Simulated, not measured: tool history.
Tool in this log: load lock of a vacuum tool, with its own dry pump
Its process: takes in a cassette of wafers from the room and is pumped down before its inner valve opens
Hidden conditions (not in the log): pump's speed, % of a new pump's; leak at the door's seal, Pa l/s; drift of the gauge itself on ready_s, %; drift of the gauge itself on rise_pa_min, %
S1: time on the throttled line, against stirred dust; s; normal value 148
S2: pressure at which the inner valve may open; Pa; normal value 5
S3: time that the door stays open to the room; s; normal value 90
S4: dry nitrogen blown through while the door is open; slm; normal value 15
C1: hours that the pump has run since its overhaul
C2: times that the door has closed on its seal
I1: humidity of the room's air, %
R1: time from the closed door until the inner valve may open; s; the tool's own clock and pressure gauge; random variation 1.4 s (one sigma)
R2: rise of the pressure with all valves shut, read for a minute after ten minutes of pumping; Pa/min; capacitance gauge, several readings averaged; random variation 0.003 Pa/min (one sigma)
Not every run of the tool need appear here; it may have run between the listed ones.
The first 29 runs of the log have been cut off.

Run 30, hour 5513.5: usual settings but S2 7 Pa, S3 110 s, S4 7 slm; C1 16840; C2 33287; I1 45.6. Result: R1 240.5 s, R2 0.197 Pa/min.
Run 31, hour 5797.8: usual settings but S2 7 Pa, S3 110 s, S4 7 slm; C1 17124; C2 33849; I1 42.0. Result: R1 238.6 s, R2 0.194 Pa/min.
Run 32, hour 5972.5: usual settings but S1 184 s; C1 17299; C2 34194; I1 46.1. Result: R1 274.1 s, R2 0.186 Pa/min.
Run 33, hour 6170.2: usual settings but S1 184 s; C1 17497; C2 34585; I1 45.5. Result: R1 278.7 s, R2 0.193 Pa/min.
Run 34, hour 6322.5: usual settings but S1 145 s, S3 57 s, S4 16 slm; C1 17649; C2 34886; I1 43.8. Result: R1 241.4 s, R2 0.185 Pa/min.
Run 35, hour 6470.2: usual settings but S1 145 s, S3 57 s, S4 16 slm; C1 17797; C2 35178; I1 45.8. Result: R1 240.9 s, R2 0.195 Pa/min.
Run 36, hour 6607.3: usual settings but S1 145 s, S3 57 s, S4 16 slm; C1 17934; C2 35449; I1 44.9. Result: R1 242.5 s, R2 0.195 Pa/min.
Run 37, hour 6835.3: usual settings but S1 107 s, S4 44 slm; C1 18162; C2 35900; I1 42.4. Result: R1 208.3 s, R2 0.194 Pa/min.

Below are 4 alternative next runs, each starting from the tool's condition after run 37. Predict each:
Run A, hour 7068.6: usual settings but S1 90 s, S4 44 slm; C1 18395; C2 36361; I1 45.5. Result: R1 ?, R2 ?.
Run B, hour 7068.6: usual settings but S2 6 Pa, S3 29 s, S4 21 slm; C1 18395; C2 36361; I1 42.0. Result: R1 ?, R2 ?.
Run C, hour 7068.6: usual settings but S1 107 s, S2 6 Pa, S3 34 s, S4 22 slm; C1 18395; C2 36361; I1 47.4. Result: R1 ?, R2 ?.
Run D, hour 7068.6: usual settings but S3 178 s; C1 18395; C2 36361; I1 45.7. Result: R1 ?, R2 ?.

run     R1     R2
  A  198.2  0.200
  B  241.0  0.193
  C  208.9  0.199
  D  245.1  0.223
The same runs, with their run-to-run variation unchanged, on a tool lacking any hidden condition would have given:
run     R1     R2
  A  173.2  0.009
  B  219.1  0.006
  C  185.4  0.008
  D  222.5  0.030
